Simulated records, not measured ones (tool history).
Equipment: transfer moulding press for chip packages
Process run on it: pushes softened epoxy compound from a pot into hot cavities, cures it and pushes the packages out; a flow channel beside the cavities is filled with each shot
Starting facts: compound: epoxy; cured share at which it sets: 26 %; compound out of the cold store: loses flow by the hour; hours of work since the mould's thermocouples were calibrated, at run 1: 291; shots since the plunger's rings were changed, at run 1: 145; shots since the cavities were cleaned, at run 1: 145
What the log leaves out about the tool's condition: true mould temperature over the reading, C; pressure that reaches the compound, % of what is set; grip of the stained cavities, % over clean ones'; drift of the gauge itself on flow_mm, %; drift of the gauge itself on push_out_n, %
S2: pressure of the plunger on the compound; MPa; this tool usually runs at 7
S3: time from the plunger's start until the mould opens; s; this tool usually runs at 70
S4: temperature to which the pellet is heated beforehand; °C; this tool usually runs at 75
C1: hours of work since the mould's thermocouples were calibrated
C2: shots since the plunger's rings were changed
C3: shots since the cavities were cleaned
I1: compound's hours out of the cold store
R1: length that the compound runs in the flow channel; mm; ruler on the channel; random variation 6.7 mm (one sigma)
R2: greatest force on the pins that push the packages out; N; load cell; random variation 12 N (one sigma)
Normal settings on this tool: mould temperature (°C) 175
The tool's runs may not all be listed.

Run 1, day 0: usual settings; C1 291; C2 145; C3 145; I1 38.7. Result: R1 771 mm, R2 564 N.
At day 3.35: cavities cleaned with cleaning compound and waxed.
Run 2, day 3.4: usual settings but S4 82 °C; C1 326; C2 903; C3 12; I1 28.3. Result: R1 770 mm, R2 560 N.
Run 3, day 6.321: usual settings but S3 85 s; C1 357; C2 1565; C3 674; I1 17.4. Result: R1 812 mm, R2 378 N.
At day 7.192: cavities cleaned with cleaning compound and waxed.
Run 4, day 8.925: usual settings but S3 85 s; C1 383; C2 2142; C3 394; I1 24.5. Result: R1 800 mm, R2 372 N.
At day 11.088: cavities cleaned with cleaning compound and waxed.
Run 5, day 12.158: usual settings but S3 85 s, S4 81 °C; C1 417; C2 2862; C3 243; I1 9.8. Result: R1 839 mm, R2 373 N.
Run 6, day 14.288: usual settings but mould temperature (°C) 178; C1 439; C2 3344; C3 725; I1 14.9. Result: R1 800 mm, R2 490 N.
At day 15.008: cavities cleaned with cleaning compound and waxed.
Run 7, day 16.821: usual settings but mould temperature (°C) 174; C1 465; C2 3906; C3 412; I1 21.3. Result: R1 804 mm, R2 639 N.
Run 8, day 18.35: usual settings but S2 7.13 MPa; C1 481; C2 4253; C3 759; I1 17.7. Result: R1 819 mm, R2 615 N.
At day 18.833: cavities cleaned with cleaning compound and waxed.
Run 9, day 19.925: usual settings but S2 7.13 MPa; C1 497; C2 4596; C3 248; I1 20. Result: R1 812 mm, R2 606 N.
At day 20.412: plunger's sealing rings changed.
Run 10, day 21.883: usual settings but S2 8.29 MPa; C1 516; C2 335; C3 669; I1 11.7. Result: R1 893 mm, R2 596 N.
At day 22.908: cavities cleaned with cleaning compound and waxed.
Run 11, day 23.592: usual settings but S2 8.29 MPa; C1 534; C2 708; C3 155; I1 16.7. Result: R1 886 mm, R2 603 N.
Run 12, day 25.371: usual settings but mould temperature (°C) 177; C1 552; C2 1112; C3 559; I1 21.4. Result: R1 802 mm, R2 517 N.
At day 26.808: cavities cleaned with cleaning compound and waxed.
Run 13, day 26.992: usual settings but mould temperature (°C) 177, S2 6.96 MPa; C1 569; C2 1466; C3 42; I1 27.6. Result: R1 779 mm, R2 520 N.
Run 14, day 28.708: usual settings but S2 5.58 MPa; C1 587; C2 1855; C3 431; I1 26.4. Result: R1 704 mm, R2 586 N.
At day 30.704: cavities cleaned with cleaning compound and waxed.
Run 15, day 30.892: usual settings but S2 7.25 MPa, S3 71 s, S4 69 °C; C1 609; C2 2336; C3 42; I1 17.4. Result: R1 823 mm, R2 598 N.
Run 16, day 32.675: usual settings but S2 7.04 MPa, S3 71 s, S4 81 °C; C1 628; C2 2741; C3 447; I1 14.5. Result: R1 812 mm, R2 571 N.
At day 34.6: cavities cleaned with cleaning compound and waxed.
Run 17, day 34.688: usual settings but mould temperature (°C) 171, S2 6.22 MPa, S3 71 s, S4 80 °C; C1 648; C2 3184; C3 20; I1 12.6. Result: R1 791 mm, R2 774 N.
Run 18, day 36.042: usual settings but mould temperature (°C) 179, S2 5.85 MPa, S4 83 °C; C1 662; C2 3491; C3 327; I1 36.6. Result: R1 702 mm, R2 424 N.
At day 38.442: cavities cleaned with cleaning compound and waxed.
Run 19, day 38.529: usual settings but mould temperature (°C) 172, S3 92 s, S4 65 °C; C1 688; C2 4041; C3 19; I1 25.3. Result: R1 802 mm, R2 387 N.
Run 20, day 40.996: usual settings but S2 7.2 MPa, S3 68 s; C1 714; C2 4601; C3 579; I1 24.3. Result: R1 822 mm, R2 627 N.
At day 41.525: plunger's sealing rings changed.
At day 42.583: cavities cleaned with cleaning compound and waxed.
Run 21, day 43.212: usual settings but S2 6.35 MPa, S3 97 s, S4 80 °C; C1 735; C2 369; C3 142; I1 12. Result: R1 780 mm, R2 299 N.

The next listed run, before its measurement:
At day 46.442: cavities cleaned with cleaning compound and waxed.
Run 22, day 46.571: usual settings but mould temperature (°C) 174, S2 8.51 MPa, S3 66 s, S4 73 °C; C1 770; C2 1118; C3 30; I1 17.8. Result: R1 ?, R2 ?.

R1: 902 mm
R2: 788 N
Without the tool's hidden state the same run would have given R1 902 mm, R2 787 N.

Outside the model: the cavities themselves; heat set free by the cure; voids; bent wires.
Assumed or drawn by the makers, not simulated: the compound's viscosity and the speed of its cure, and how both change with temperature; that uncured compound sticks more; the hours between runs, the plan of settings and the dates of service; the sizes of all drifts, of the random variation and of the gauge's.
